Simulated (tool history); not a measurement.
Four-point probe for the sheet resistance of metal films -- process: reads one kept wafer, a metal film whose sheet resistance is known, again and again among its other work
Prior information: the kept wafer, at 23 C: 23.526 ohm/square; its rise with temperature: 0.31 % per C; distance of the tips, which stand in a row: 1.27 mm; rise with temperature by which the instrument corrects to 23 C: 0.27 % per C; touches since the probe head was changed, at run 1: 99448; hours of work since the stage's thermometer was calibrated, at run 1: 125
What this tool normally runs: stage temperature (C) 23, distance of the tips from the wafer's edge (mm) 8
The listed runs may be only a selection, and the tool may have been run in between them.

run,hour,stage temperature (C),distance of the tips from the wafer's edge (mm),touches since the probe head was changed,hours of work since the stage's thermometer was calibrated,sheet resistance as the instrument gives it (ohm/square)
1,0.0,23,8,99448,125,24.147995
2,127.7,30,8,104211,200,24.221150
3,225.1,30,8,107841,258,24.226233
4,348.0,23,8,112421,330,24.163914
5,457.5,23,8,116504,395,24.184361
6,514.4,23,8,118626,428,24.191345
7,617.1,23,8,122453,489,24.191430
8,724.1,23,8,126445,552,24.208250
9,801.2,23,8,129317,597,24.223422
10,879.9,23,8,132250,643,24.219249
# hour 924.8: new probe head fitted
11,1001.3,23,8,2851,714,23.826568
12,1070.9,23,8,5445,755,23.841574
13,1176.4,23,8,9380,817,23.841869
14,1236.0,23,8,11600,852,23.838310
15,1328.1,23,8,15035,907,23.848512
16,1444.5,34,3,19375,975,25.712430
17,1508.4,34,3,21758,1013,25.722110
18,1579.9,34,3,24421,1055,25.724123
19,1663.1,34,28,27523,1104,23.697878
20,1783.1,34,28,32000,1174,23.706080
21,1852.3,34,28,34577,1215,23.709058
22,1909.1,21,10,36694,1249,23.769132
23,2011.8,31,36,40525,1309,23.692820
24,2128.9,30,36,44891,1378,23.687277
25,2190.7,35,36,47193,1414,23.736250
26,2266.0,35,36,50000,1459,23.744041
27,2366.6,32,23,53752,1518,23.751065
28,2475.0,19,7,57794,1582,24.007865
29,2557.8,19,11,60880,1631,23.771007

Measured less the same run without the tool's hidden state. The same run-to-run variation is in both; the gauge's scatter may not be:
The hidden state here: inner tips' distance over the nominal, %; tips' flats over new ones', %; wafer's true temperature over the reading, C; drift of the gauge itself on sheet_ohm, %.
run,sheet resistance as the instrument gives it (ohm/square)
1,+0.307518
2,+0.318457
3,+0.326816
4,+0.335106
5,+0.343408
6,+0.348722
7,+0.356315
8,+0.365583
9,+0.372034
10,+0.377875
11,-0.013363
12,-0.007510
13,+0.001604
14,+0.006199
15,+0.013845
16,+0.026116
17,+0.031983
18,+0.038077
19,+0.042837
20,+0.052762
21,+0.058574
22,+0.062479
23,+0.070794
24,+0.079881
25,+0.084940
26,+0.091103
27,+0.098107
28,+0.107212
29,+0.112315
